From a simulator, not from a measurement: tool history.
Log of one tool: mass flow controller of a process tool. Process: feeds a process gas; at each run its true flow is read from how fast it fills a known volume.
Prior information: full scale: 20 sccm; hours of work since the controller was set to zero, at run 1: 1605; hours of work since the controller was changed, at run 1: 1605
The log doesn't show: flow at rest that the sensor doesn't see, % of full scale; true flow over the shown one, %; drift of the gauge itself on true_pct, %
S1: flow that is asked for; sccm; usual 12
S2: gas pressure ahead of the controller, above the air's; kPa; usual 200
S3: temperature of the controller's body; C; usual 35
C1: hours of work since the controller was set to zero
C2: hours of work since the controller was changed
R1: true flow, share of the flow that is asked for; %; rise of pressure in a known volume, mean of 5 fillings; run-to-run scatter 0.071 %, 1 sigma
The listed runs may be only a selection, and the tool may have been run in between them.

{"run": 1, "hour": 0.0, "S1": 12, "S2": 200, "S3": 35, "C1": 1605, "C2": 1605, "R1": 99.45}
{"run": 2, "hour": 132.6, "S1": 12, "S2": 200, "S3": 35, "C1": 1661, "C2": 1661, "R1": 99.35}
{"run": 3, "hour": 282.0, "S1": 12, "S2": 200, "S3": 35, "C1": 1725, "C2": 1725, "R1": 99.52}
{"run": 4, "hour": 439.2, "S1": 12, "S2": 200, "S3": 35, "C1": 1792, "C2": 1792, "R1": 99.37}
{"run": 5, "hour": 530.6, "S1": 12, "S2": 200, "S3": 35, "C1": 1831, "C2": 1831, "R1": 99.25}
{"run": 6, "hour": 631.1, "S1": 17, "S2": 200, "S3": 35, "C1": 1874, "C2": 1874, "R1": 99.94}
{"run": 7, "hour": 760.4, "S1": 14, "S2": 200, "S3": 35, "C1": 1929, "C2": 1929, "R1": 99.74}
{"run": 8, "hour": 887.1, "S1": 12, "S2": 200, "S3": 35, "C1": 1984, "C2": 1984, "R1": 99.4}
{"run": 9, "hour": 971.8, "S1": 12, "S2": 200, "S3": 35, "C1": 2020, "C2": 2020, "R1": 99.53}
{"run": 10, "hour": 1111.4, "S1": 7, "S2": 200, "S3": 35, "C1": 2079, "C2": 2079, "R1": 98.68}
{"run": 11, "hour": 1179.3, "S1": 12, "S2": 200, "S3": 26, "C1": 2108, "C2": 2108, "R1": 98.79}
{"run": 12, "hour": 1287.3, "S1": 12, "S2": 200, "S3": 35, "C1": 2154, "C2": 2154, "R1": 99.43}
{"run": 13, "hour": 1414.8, "S1": 12, "S2": 200, "S3": 35, "C1": 2209, "C2": 2209, "R1": 99.37}
{"run": 14, "hour": 1563.0, "S1": 12, "S2": 200, "S3": 35, "C1": 2272, "C2": 2272, "R1": 99.44}
{"run": 15, "hour": 1662.7, "S1": 12, "S2": 200, "S3": 35, "C1": 2315, "C2": 2315, "R1": 99.32}
{"run": 16, "hour": 1817.3, "S1": 12, "S2": 200, "S3": 21, "C1": 2381, "C2": 2381, "R1": 98.35}
{"run": 17, "hour": 1911.5, "S1": 12, "S2": 200, "S3": 21, "C1": 2421, "C2": 2421, "R1": 98.15}
{"run": 18, "hour": 1990.4, "S1": 12, "S2": 156, "S3": 21, "C1": 2455, "C2": 2455, "R1": 98.54}
{"run": 19, "hour": 2067.0, "S1": 12, "S2": 156, "S3": 21, "C1": 2487, "C2": 2487, "R1": 98.27}
{"run": 20, "hour": 2225.2, "S1": 12, "S2": 156, "S3": 21, "C1": 2555, "C2": 2555, "R1": 98.43}
{"run": 21, "hour": 2385.3, "S1": 12, "S2": 156, "S3": 21, "C1": 2623, "C2": 2623, "R1": 98.3}
{"run": 22, "hour": 2460.3, "S1": 12, "S2": 156, "S3": 21, "C1": 2655, "C2": 2655, "R1": 98.38}
{"run": 23, "hour": 2563.9, "S1": 12, "S2": 156, "S3": 21, "C1": 2700, "C2": 2700, "R1": 98.39}
{"run": 24, "hour": 2689.3, "S1": 12, "S2": 156, "S3": 21, "C1": 2753, "C2": 2753, "R1": 98.26}
{"run": 25, "hour": 2812.3, "S1": 12, "S2": 156, "S3": 21, "C1": 2806, "C2": 2806, "R1": 98.33}
{"run": 26, "hour": 2935.7, "S1": 12, "S2": 156, "S3": 26, "C1": 2858, "C2": 2858, "R1": 98.69}
{"run": 27, "hour": 3006.3, "S1": 2, "S2": 170, "S3": 20, "C1": 2888, "C2": 2888, "R1": 98.28}
{"run": 28, "hour": 3164.5, "S1": 5, "S2": 200, "S3": 21, "C1": 2956, "C2": 2956, "R1": 97.59}
{"run": 29, "hour": 3310.3, "S1": 12, "S2": 247, "S3": 35, "C1": 3018, "C2": 3018, "R1": 99.19}
{"run": 30, "hour": 3459.3, "S1": 9, "S2": 176, "S3": 35, "C1": 3082, "C2": 3082, "R1": 99.07}
{"run": 31, "hour": 3545.3, "S1": 9, "S2": 197, "S3": 29, "C1": 3119, "C2": 3119, "R1": 98.51}
{"run": 32, "hour": 3694.0, "S1": 12, "S2": 146, "S3": 26, "C1": 3182, "C2": 3182, "R1": 98.67}
{"run": 33, "hour": 3828.4, "S1": 7, "S2": 200, "S3": 21, "C1": 3240, "C2": 3240, "R1": 97.72}
{"run": 34, "hour": 3988.7, "S1": 2, "S2": 174, "S3": 27, "C1": 3308, "C2": 3308, "R1": 99.02}
{"run": 35, "hour": 4129.9, "S1": 13, "S2": 207, "S3": 32, "C1": 3368, "C2": 3368, "R1": 99.17}
{"run": 36, "hour": 4205.6, "S1": 10, "S2": 211, "S3": 25, "C1": 3401, "C2": 3401, "R1": 98.23}
{"run": 37, "hour": 4343.9, "S1": 10, "S2": 211, "S3": 25, "C1": 3460, "C2": 3460, "R1": 98.35}
{"run": 38, "hour": 4429.8, "S1": 15, "S2": 181, "S3": 35, "C1": 3496, "C2": 3496, "R1": 99.62}
{"run": 39, "hour": 4592.0, "S1": 10, "S2": 207, "S3": 36, "C1": 3566, "C2": 3566, "R1": 98.98}
{"run": 40, "hour": 4705.6, "S1": 5, "S2": 207, "S3": 22, "C1": 3614, "C2": 3614, "R1": 97.75}
{"run": 41, "hour": 4807.7, "S1": 4, "S2": 219, "S3": 35, "C1": 3658, "C2": 3658, "R1": 98.81}
{"run": 42, "hour": 4944.0, "S1": 4, "S2": 219, "S3": 35, "C1": 3716, "C2": 3716, "R1": 98.9}
{"run": 43, "hour": 5088.2, "S1": 4, "S2": 219, "S3": 35, "C1": 3777, "C2": 3777, "R1": 98.93}
{"run": 44, "hour": 5207.5, "S1": 5, "S2": 275, "S3": 23, "C1": 3828, "C2": 3828, "R1": 97.85}
{"run": 45, "hour": 5304.9, "S1": 3, "S2": 253, "S3": 23, "C1": 3870, "C2": 3870, "R1": 98.2}
{"run": 46, "hour": 5391.1, "S1": 3, "S2": 253, "S3": 23, "C1": 3907, "C2": 3907, "R1": 98.14}
{"run": 47, "hour": 5511.7, "S1": 7, "S2": 200, "S3": 23, "C1": 3958, "C2": 3958, "R1": 97.98}
{"run": 48, "hour": 5661.5, "S1": 13, "S2": 142, "S3": 34, "C1": 4022, "C2": 4022, "R1": 99.23}

Difference, measured minus no-hidden-state, one row per run. Run-to-run variation is common to both terms; the gauge's own scatter need not be:
run=1 R1=-0.21
run=2 R1=-0.22
run=3 R1=-0.22
run=4 R1=-0.23
run=5 R1=-0.24
run=6 R1=-0.3
run=7 R1=-0.27
run=8 R1=-0.24
run=9 R1=-0.25
run=10 R1=-0.1
run=11 R1=-0.26
run=12 R1=-0.27
run=13 R1=-0.27
run=14 R1=-0.27
run=15 R1=-0.29
run=16 R1=-0.29
run=17 R1=-0.29
run=18 R1=-0.29
run=19 R1=-0.3
run=20 R1=-0.31
run=21 R1=-0.31
run=22 R1=-0.32
run=23 R1=-0.32
run=24 R1=-0.32
run=25 R1=-0.33
run=26 R1=-0.34
run=27 R1=+1.11
run=28 R1=+0.07
run=29 R1=-0.36
run=30 R1=-0.26
run=31 R1=-0.27
run=32 R1=-0.38
run=33 R1=-0.15
run=34 R1=+1.26
run=35 R1=-0.41
run=36 R1=-0.32
run=37 R1=-0.34
run=38 R1=-0.47
run=39 R1=-0.34
run=40 R1=+0.08
run=41 R1=+0.3
run=42 R1=+0.3
run=43 R1=+0.31
run=44 R1=+0.09
run=45 R1=+0.69
run=46 R1=+0.7
run=47 R1=-0.18
run=48 R1=-0.49

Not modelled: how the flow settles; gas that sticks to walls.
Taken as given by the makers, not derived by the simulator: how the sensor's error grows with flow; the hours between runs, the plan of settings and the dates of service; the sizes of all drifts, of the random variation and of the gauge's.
